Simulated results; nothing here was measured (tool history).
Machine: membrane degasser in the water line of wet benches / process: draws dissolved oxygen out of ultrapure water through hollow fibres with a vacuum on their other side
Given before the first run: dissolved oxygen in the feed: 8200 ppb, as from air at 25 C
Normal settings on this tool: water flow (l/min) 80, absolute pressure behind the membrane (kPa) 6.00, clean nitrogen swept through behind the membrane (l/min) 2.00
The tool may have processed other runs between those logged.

run,day,water flow (l/min),absolute pressure behind the membrane (kPa),clean nitrogen swept through behind the membrane (l/min),dissolved oxygen in the water behind the degasser (ppb),pressure that the water loses in the fibres (kPa)
1,0.000,80,6.00,2.00,224.9,31.91
2,1.942,80,6.00,2.00,225.8,32.04
3,4.396,80,9.18,2.00,467.3,32.03
4,7.221,77,6.00,2.00,219.0,30.90
5,8.967,77,6.00,2.00,220.6,30.87
6,12.471,77,6.00,2.00,219.9,30.83
7,16.454,77,6.00,2.00,220.0,31.04
8,19.725,80,6.00,0.94,386.6,32.38
9,22.596,80,6.00,0.94,386.8,31.99
10,24.883,112,6.00,2.00,302.5,44.92
11,26.525,112,6.00,2.00,302.0,44.99
12,29.533,114,4.96,1.75,218.8,45.60
13,31.433,117,4.46,3.39,107.3,46.96
14,34.896,103,6.00,1.12,412.4,41.46
15,38.625,103,6.00,2.37,251.7,41.34
16,41.212,80,4.49,2.00,110.9,32.08
17,43.279,80,4.49,2.00,111.0,32.12
18,46.583,80,4.49,2.00,110.9,32.13
19,48.221,78,4.49,2.00,108.6,31.53
# day 49.071: vacuum gauge calibrated
20,50.171,78,4.49,2.00,108.7,31.36
21,53.421,53,5.44,4.13,69.7,21.38

Each row is a separate what-if for the run after 21, all from the same tool condition, not one after another. Results?
A,56.488,100,5.44,2.72,?,?
B,56.488,62,5.44,1.31,?,?
C,56.488,106,5.44,2.64,?,?
D,56.488,53,4.86,4.13,?,?

run,dissolved oxygen in the water behind the degasser (ppb),pressure that the water loses in the fibres (kPa)
A,181.7,40.29
B,209.4,24.73
C,193.7,42.42
D,52.1,21.40
What these runs would have given with no unlogged condition in the tool:
run,dissolved oxygen in the water behind the degasser (ppb),pressure that the water loses in the fibres (kPa)
A,177.7,40.28
B,204.8,24.72
C,189.5,42.41
D,51.0,21.39
